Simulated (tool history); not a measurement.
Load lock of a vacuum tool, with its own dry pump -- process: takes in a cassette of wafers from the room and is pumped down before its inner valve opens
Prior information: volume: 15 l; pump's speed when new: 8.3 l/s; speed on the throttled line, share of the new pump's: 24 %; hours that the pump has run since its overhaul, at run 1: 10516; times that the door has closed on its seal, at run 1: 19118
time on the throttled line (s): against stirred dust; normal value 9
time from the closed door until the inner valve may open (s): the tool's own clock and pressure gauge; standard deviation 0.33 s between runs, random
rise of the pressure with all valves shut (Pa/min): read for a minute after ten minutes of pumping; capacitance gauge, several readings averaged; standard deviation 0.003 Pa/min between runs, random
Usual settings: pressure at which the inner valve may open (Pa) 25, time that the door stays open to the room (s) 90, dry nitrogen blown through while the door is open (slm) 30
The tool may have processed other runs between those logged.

run    hour  time on the throttled line (s)  pressure at which the inner valve may open (Pa)  time that the door stays open to the room (s)  dry nitrogen blown through while the door is open (slm)  hours that the pump has run since its overhaul  times that the door has closed on its seal  incoming humidity of the room's air, %  time from the closed door until the inner valve may open (s)  rise of the pressure with all valves shut (Pa/min)
  1       0                               9                                               25                                             90                                                       30                                           10516                                       19118                                    42.9                                                            22                                               0.043
  2   236.5                               9                                               25                                             90                                                       30                                           10753                                       20172                                    46.2                                                          22.4                                               0.048
  3   513.1                               9                                               25                                             90                                                       30                                           11029                                       21406                                    45.3                                                          21.9                                               0.045
  4   698.4                               9                                               25                                             90                                                       30                                           11215                                       22233                                    47.4                                                          21.9                                               0.046
  5   829.1                               9                                               25                                             90                                                       30                                           11345                                       22816                                    44.8                                                          21.5                                               0.045
  6  1113.7                               9                                               25                                             90                                                       30                                           11630                                       24086                                      46                                                          22.5                                               0.046
  7  1252.9                               9                                               25                                             90                                                       30                                           11769                                       24707                                    48.3                                                            22                                               0.049
  8  1421.8                               9                                               25                                             90                                                       30                                           11938                                       25460                                    47.7                                                            22                                               0.049
  9  1694.4                               9                                               25                                             90                                                       30                                           12211                                       26676                                    46.1                                                          21.8                                               0.051
 10  1904.3                               6                                               19                                             87                                                        7                                           12421                                       27613                                    48.6                                                            20                                               0.079
 11    2087                               6                                               33                                             26                                                        7                                           12603                                       28428                                    44.7                                                          19.5                                               0.049
 12  2364.7                               6                                               33                                             26                                                        7                                           12881                                       29666                                    46.5                                                          19.6                                               0.046
 13  2496.9                               6                                               33                                             26                                                        7                                           13013                                       30256                                    45.1                                                          19.6                                               0.054
 14  2768.9                               6                                               33                                             26                                                        7                                           13285                                       31469                                    46.9                                                          19.3                                               0.051
 15  2931.5                               9                                               34                                             90                                                       30                                           13448                                       32195                                    45.7                                                          21.3                                               0.045
 16  3101.7                               7                                               45                                            155                                                       41                                           13618                                       32954                                      46                                                          19.4                                               0.052
 17  3368.6                               7                                               45                                            155                                                        8                                           13885                                       34144                                    44.6                                                          19.6                                               0.084

Branching from run 17: 3 alternative next runs. What would each branch give?
  A  3499.2                               7                                               45                                            155                                                        5                                           14015                                       34727                                    42.5                                                             ?                                                   ?
  B  3499.2                               5                                               45                                            155                                                        8                                           14015                                       34727                                    43.2                                                             ?                                                   ?
  C  3499.2                               6                                               23                                            234                                                       30                                           14015                                       34727                                    44.3                                                             ?                                                   ?

run  time from the closed door until the inner valve may open (s)  rise of the pressure with all valves shut (Pa/min)
  A                                                          19.1                                               0.083
  B                                                          17.9                                                0.08
  C                                                          19.8                                               0.059
Without the tool's hidden state the same runs would have given:
run  time from the closed door until the inner valve may open (s)  rise of the pressure with all valves shut (Pa/min)
  A                                                          19.1                                               0.082
  B                                                          17.9                                               0.079
  C                                                          19.8                                               0.058
